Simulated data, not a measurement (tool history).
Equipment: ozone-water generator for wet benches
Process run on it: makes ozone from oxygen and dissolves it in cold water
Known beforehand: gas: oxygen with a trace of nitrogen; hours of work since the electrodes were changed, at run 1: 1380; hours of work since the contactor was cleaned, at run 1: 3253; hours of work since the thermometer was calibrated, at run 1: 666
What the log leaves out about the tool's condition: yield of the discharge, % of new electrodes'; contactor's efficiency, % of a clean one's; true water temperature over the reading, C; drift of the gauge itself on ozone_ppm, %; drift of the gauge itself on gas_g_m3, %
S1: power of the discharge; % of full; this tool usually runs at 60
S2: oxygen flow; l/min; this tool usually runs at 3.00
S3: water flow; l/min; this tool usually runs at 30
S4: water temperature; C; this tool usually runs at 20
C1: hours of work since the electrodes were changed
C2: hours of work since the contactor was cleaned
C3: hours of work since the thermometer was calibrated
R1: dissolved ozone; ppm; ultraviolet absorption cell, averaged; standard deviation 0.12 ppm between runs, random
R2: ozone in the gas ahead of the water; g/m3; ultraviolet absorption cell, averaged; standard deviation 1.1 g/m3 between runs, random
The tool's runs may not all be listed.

Run 1, hour 0.0: usual settings; C1 1380; C2 3253; C3 666. Result: R1 10.2 ppm, R2 175.7 g/m3.
Run 2, hour 29.7: usual settings; C1 1405; C2 3278; C3 691. Result: R1 10.2 ppm, R2 175.4 g/m3.
Run 3, hour 54.1: usual settings; C1 1426; C2 3298; C3 712. Result: R1 10.0 ppm, R2 175.8 g/m3.
Run 4, hour 98.0: usual settings but S3 33 l/min; C1 1463; C2 3335; C3 749. Result: R1 9.1 ppm, R2 174.0 g/m3.
Run 5, hour 152.0: usual settings but S3 33 l/min; C1 1508; C2 3380; C3 794. Result: R1 9.3 ppm, R2 173.0 g/m3.
Run 6, hour 190.7: usual settings but S3 33 l/min; C1 1540; C2 3413; C3 826. Result: R1 9.2 ppm, R2 174.3 g/m3.
Run 7, hour 233.6: usual settings but S2 5.37 l/min, S3 33 l/min; C1 1576; C2 3449; C3 862. Result: R1 9.5 ppm, R2 117.5 g/m3.
Run 8, hour 259.5: usual settings but S2 3.31 l/min; C1 1598; C2 3470; C3 884. Result: R1 10.2 ppm, R2 162.0 g/m3.
Run 9, hour 302.0: usual settings but S2 3.31 l/min; C1 1633; C2 3506; C3 920. Result: R1 10.2 ppm, R2 162.8 g/m3.
Run 10, hour 355.4: usual settings but S2 3.31 l/min; C1 1678; C2 3551; C3 964. Result: R1 10.1 ppm, R2 163.1 g/m3.
Run 11, hour 402.9: usual settings; C1 1718; C2 3590; C3 1004. Result: R1 10.0 ppm, R2 172.5 g/m3.
Run 12, hour 439.2: usual settings; C1 1748; C2 3621; C3 1034. Result: R1 9.9 ppm, R2 172.8 g/m3.
Run 13, hour 475.1: usual settings but S2 2.32 l/min; C1 1778; C2 3651; C3 1064. Result: R1 9.6 ppm, R2 203.0 g/m3.
Run 14, hour 520.5: usual settings but S2 2.32 l/min; C1 1817; C2 3689; C3 1103. Result: R1 9.8 ppm, R2 203.7 g/m3.
Run 15, hour 546.7: usual settings but S2 2.32 l/min; C1 1838; C2 3711; C3 1125. Result: R1 9.7 ppm, R2 201.8 g/m3.
Run 16, hour 591.1: usual settings; C1 1876; C2 3748; C3 1162. Result: R1 9.8 ppm, R2 171.9 g/m3.
Run 17, hour 636.5: usual settings; C1 1914; C2 3786; C3 1200. Result: R1 9.7 ppm, R2 172.5 g/m3.
Run 18, hour 668.6: usual settings but S1 41 % of full, S2 2.24 l/min, S3 44 l/min, S4 16 C; C1 1941; C2 3813; C3 1227. Result: R1 5.5 ppm, R2 171.1 g/m3.
Run 19, hour 725.3: usual settings but S1 41 % of full, S2 2.24 l/min, S3 44 l/min, S4 16 C; C1 1988; C2 3860; C3 1274. Result: R1 5.4 ppm, R2 171.8 g/m3.
Run 20, hour 784.8: usual settings but S1 41 % of full, S2 2.24 l/min, S3 44 l/min, S4 16 C; C1 2038; C2 3910; C3 1324. Result: R1 5.7 ppm, R2 171.5 g/m3.
Run 21, hour 835.3: usual settings but S1 61 % of full, S2 2.15 l/min, S4 12 C; C1 2080; C2 3953; C3 1366. Result: R1 9.7 ppm, R2 212.4 g/m3.
Run 22, hour 868.7: usual settings but S1 61 % of full, S2 2.15 l/min, S4 12 C; C1 2108; C2 3981; C3 1394. Result: R1 9.8 ppm, R2 210.0 g/m3.
Run 23, hour 898.9: usual settings but S1 49 % of full, S2 2.15 l/min, S4 17 C; C1 2134; C2 4006; C3 1420. Result: R1 8.5 ppm, R2 189.5 g/m3.
Run 24, hour 923.9: usual settings but S1 41 % of full, S3 41 l/min, S4 14 C; C1 2154; C2 4027; C3 1440. Result: R1 6.4 ppm, R2 140.3 g/m3.
Run 25, hour 952.9: usual settings but S2 1.89 l/min, S3 27 l/min, S4 15 C; C1 2179; C2 4051; C3 1465. Result: R1 10.3 ppm, R2 230.0 g/m3.
Run 26, hour 988.2: usual settings but S1 89 % of full, S2 1.89 l/min, S3 20 l/min, S4 13 C; C1 2208; C2 4081; C3 1494. Result: R1 16.7 ppm, R2 272.3 g/m3.
Run 27, hour 1014.6: usual settings but S1 100 % of full, S2 4.21 l/min, S3 28 l/min, S4 17 C; C1 2230; C2 4103; C3 1516. Result: R1 13.6 ppm, R2 167.1 g/m3.
Run 28, hour 1074.3: usual settings but S1 100 % of full, S2 4.21 l/min, S3 28 l/min, S4 17 C; C1 2280; C2 4153; C3 1567. Result: R1 13.4 ppm, R2 171.0 g/m3.
Run 29, hour 1111.1: usual settings but S1 100 % of full, S2 1.67 l/min, S3 28 l/min, S4 17 C; C1 2311; C2 4184; C3 1597. Result: R1 12.1 ppm, R2 309.6 g/m3.
Run 30, hour 1161.5: usual settings but S2 4.46 l/min, S4 19 C; C1 2353; C2 4226; C3 1640. Result: R1 9.5 ppm, R2 127.3 g/m3.
Run 31, hour 1201.1: usual settings but S3 42 l/min; C1 2387; C2 4259; C3 1673. Result: R1 6.9 ppm, R2 165.1 g/m3.

Pick out some run-to-run changes in R1. Of each, how much would a tool without hidden state show as well, from the settings, what came in and chance, and how much is left for the hidden state and any gauge scatter not in both results compared?
Run 17 -> 18: S1 60 -> 41, S2 3.00 -> 2.24, S3 30 -> 44, S4 20 -> 16. R1 -4.2 ppm: hidden state +0.7, all else -4.9.
Run 20 -> 21: S1 41 -> 61, S2 2.24 -> 2.15, S3 44 -> 30, S4 16 -> 12. R1 +4.0 ppm: hidden state -0.9, all else +4.9.
Run 25 -> 26: S1 60 -> 89, S3 27 -> 20, S4 15 -> 13. R1 +6.4 ppm: hidden state -1.4, all else +7.8.
Run 29 -> 30: S1 100 -> 60, S2 1.67 -> 4.46, S3 28 -> 30, S4 17 -> 19. R1 -2.6 ppm: hidden state +0.9, all else -3.5.

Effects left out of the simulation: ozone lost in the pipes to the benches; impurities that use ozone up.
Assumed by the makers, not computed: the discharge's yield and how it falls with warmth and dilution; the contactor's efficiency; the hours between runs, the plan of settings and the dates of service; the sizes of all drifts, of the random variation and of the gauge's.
